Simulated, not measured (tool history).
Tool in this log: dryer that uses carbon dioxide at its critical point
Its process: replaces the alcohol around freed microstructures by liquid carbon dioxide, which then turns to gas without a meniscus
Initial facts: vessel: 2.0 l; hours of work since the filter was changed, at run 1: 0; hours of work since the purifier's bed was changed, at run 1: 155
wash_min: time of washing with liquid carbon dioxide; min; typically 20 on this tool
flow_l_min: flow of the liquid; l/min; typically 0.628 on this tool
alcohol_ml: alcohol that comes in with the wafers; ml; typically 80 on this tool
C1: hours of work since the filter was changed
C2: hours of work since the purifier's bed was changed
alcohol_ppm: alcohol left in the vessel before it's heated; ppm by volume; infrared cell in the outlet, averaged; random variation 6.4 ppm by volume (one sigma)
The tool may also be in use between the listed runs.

run 1 hour=0.0 | wash_min=20 flow_l_min=0.628 alcohol_ml=80 | C1=0 C2=155 | alcohol_ppm=280
run 2 hour=47.9 | wash_min=20 flow_l_min=0.628 alcohol_ml=80 | C1=27 C2=182 | alcohol_ppm=295
run 3 hour=98.5 | wash_min=20 flow_l_min=0.628 alcohol_ml=80 | C1=56 C2=211 | alcohol_ppm=312
run 4 hour=133.1 | wash_min=23 flow_l_min=0.628 alcohol_ml=80 | C1=75 C2=230 | alcohol_ppm=168
run 5 hour=167.7 | wash_min=23 flow_l_min=0.628 alcohol_ml=80 | C1=94 C2=250 | alcohol_ppm=174
run 6 hour=204.2 | wash_min=20 flow_l_min=0.522 alcohol_ml=80 | C1=115 C2=270 | alcohol_ppm=714
run 7 hour=237.6 | wash_min=20 flow_l_min=0.522 alcohol_ml=80 | C1=134 C2=289 | alcohol_ppm=725
run 8 hour=264.8 | wash_min=20 flow_l_min=0.522 alcohol_ml=80 | C1=149 C2=304 | alcohol_ppm=721
run 9 hour=321.3 | wash_min=20 flow_l_min=0.522 alcohol_ml=80 | C1=181 C2=336 | alcohol_ppm=741
run 10 hour=368.9 | wash_min=20 flow_l_min=0.522 alcohol_ml=80 | C1=208 C2=363 | alcohol_ppm=759
run 11 hour=408.0 | wash_min=20 flow_l_min=0.522 alcohol_ml=80 | C1=230 C2=385 | alcohol_ppm=763
run 12 hour=462.3 | wash_min=20 flow_l_min=0.522 alcohol_ml=80 | C1=260 C2=416 | alcohol_ppm=789
run 13 hour=521.0 | wash_min=20 flow_l_min=0.628 alcohol_ml=80 | C1=293 C2=449 | alcohol_ppm=406
run 14 hour=582.0 | wash_min=20 flow_l_min=0.628 alcohol_ml=80 | C1=328 C2=483 | alcohol_ppm=419
run 15 hour=609.8 | wash_min=20 flow_l_min=0.628 alcohol_ml=80 | C1=343 C2=499 | alcohol_ppm=417
run 16 hour=668.1 | wash_min=20 flow_l_min=0.628 alcohol_ml=80 | C1=376 C2=532 | alcohol_ppm=431
run 17 hour=693.5 | wash_min=20 flow_l_min=0.628 alcohol_ml=80 | C1=391 C2=546 | alcohol_ppm=421
run 18 hour=736.1 | wash_min=20 flow_l_min=0.628 alcohol_ml=80 | C1=415 C2=570 | alcohol_ppm=449
run 19 hour=762.7 | wash_min=20 flow_l_min=0.628 alcohol_ml=80 | C1=430 C2=585 | alcohol_ppm=448
run 20 hour=816.6 | wash_min=20 flow_l_min=0.628 alcohol_ml=41 | C1=460 C2=615 | alcohol_ppm=270
run 21 hour=868.3 | wash_min=20 flow_l_min=0.659 alcohol_ml=80 | C1=489 C2=644 | alcohol_ppm=393
run 22 hour=908.3 | wash_min=20 flow_l_min=0.659 alcohol_ml=80 | C1=512 C2=667 | alcohol_ppm=383
-- hour=918.4 inlet filter changed
run 23 hour=965.5 | wash_min=20 flow_l_min=0.659 alcohol_ml=80 | C1=27 C2=699 | alcohol_ppm=272
run 24 hour=1022.5 | wash_min=25 flow_l_min=0.659 alcohol_ml=80 | C1=59 C2=731 | alcohol_ppm=134
run 25 hour=1084.8 | wash_min=25 flow_l_min=0.968 alcohol_ml=80 | C1=94 C2=766 | alcohol_ppm=78
run 26 hour=1117.6 | wash_min=17 flow_l_min=0.535 alcohol_ml=35 | C1=112 C2=784 | alcohol_ppm=559
run 27 hour=1171.7 | wash_min=17 flow_l_min=0.535 alcohol_ml=35 | C1=143 C2=815 | alcohol_ppm=577
run 28 hour=1221.0 | wash_min=17 flow_l_min=0.535 alcohol_ml=35 | C1=170 C2=842 | alcohol_ppm=586
run 29 hour=1247.5 | wash_min=16 flow_l_min=0.836 alcohol_ml=35 | C1=185 C2=857 | alcohol_ppm=180
run 30 hour=1296.9 | wash_min=16 flow_l_min=0.857 alcohol_ml=47 | C1=213 C2=885 | alcohol_ppm=207
run 31 hour=1326.4 | wash_min=20 flow_l_min=0.802 alcohol_ml=44 | C1=230 C2=902 | alcohol_ppm=138
run 32 hour=1354.0 | wash_min=20 flow_l_min=0.802 alcohol_ml=44 | C1=245 C2=917 | alcohol_ppm=142
run 33 hour=1415.9 | wash_min=20 flow_l_min=0.802 alcohol_ml=44 | C1=280 C2=952 | alcohol_ppm=143
-- hour=1438.4 purifier's bed changed
run 34 hour=1457.1 | wash_min=20 flow_l_min=0.468 alcohol_ml=20 | C1=302 C2=11 | alcohol_ppm=306
run 35 hour=1487.5 | wash_min=20 flow_l_min=0.468 alcohol_ml=20 | C1=319 C2=28 | alcohol_ppm=297
run 36 hour=1528.5 | wash_min=18 flow_l_min=0.802 alcohol_ml=43 | C1=342 C2=51 | alcohol_ppm=102
run 37 hour=1587.1 | wash_min=18 flow_l_min=0.802 alcohol_ml=43 | C1=375 C2=84 | alcohol_ppm=104
run 38 hour=1641.1 | wash_min=20 flow_l_min=0.628 alcohol_ml=76 | C1=405 C2=114 | alcohol_ppm=368
run 39 hour=1667.8 | wash_min=20 flow_l_min=0.628 alcohol_ml=76 | C1=420 C2=129 | alcohol_ppm=371
run 40 hour=1712.8 | wash_min=20 flow_l_min=0.628 alcohol_ml=76 | C1=446 C2=155 | alcohol_ppm=388
run 41 hour=1760.4 | wash_min=18 flow_l_min=0.628 alcohol_ml=33 | C1=473 C2=181 | alcohol_ppm=287
run 42 hour=1812.4 | wash_min=16 flow_l_min=0.827 alcohol_ml=63 | C1=502 C2=211 | alcohol_ppm=276
-- hour=1838.7 inlet filter changed
run 43 hour=1865.6 | wash_min=16 flow_l_min=0.827 alcohol_ml=63 | C1=15 C2=240 | alcohol_ppm=191
run 44 hour=1907.5 | wash_min=28 flow_l_min=0.801 alcohol_ml=80 | C1=39 C2=264 | alcohol_ppm=39
run 45 hour=1936.8 | wash_min=24 flow_l_min=0.537 alcohol_ml=46 | C1=55 C2=280 | alcohol_ppm=158
run 46 hour=1988.3 | wash_min=26 flow_l_min=0.866 alcohol_ml=79 | C1=84 C2=309 | alcohol_ppm=35

Below are 3 alternative next runs, each starting from the tool's condition after run 46. Predict each:
run A hour=2049.3 | wash_min=20 flow_l_min=0.576 alcohol_ml=80 | C1=119 C2=343 | alcohol_ppm=?
run B hour=2049.3 | wash_min=29 flow_l_min=0.756 alcohol_ml=79 | C1=119 C2=343 | alcohol_ppm=?
run C hour=2049.3 | wash_min=20 flow_l_min=0.426 alcohol_ml=50 | C1=119 C2=343 | alcohol_ppm=?

run=A alcohol_ppm=472
run=B alcohol_ppm=40
run=C alcohol_ppm=898
Had the tool no hidden state, the same runs would have come out as:
run=A alcohol_ppm=399
run=B alcohol_ppm=6
run=C alcohol_ppm=805
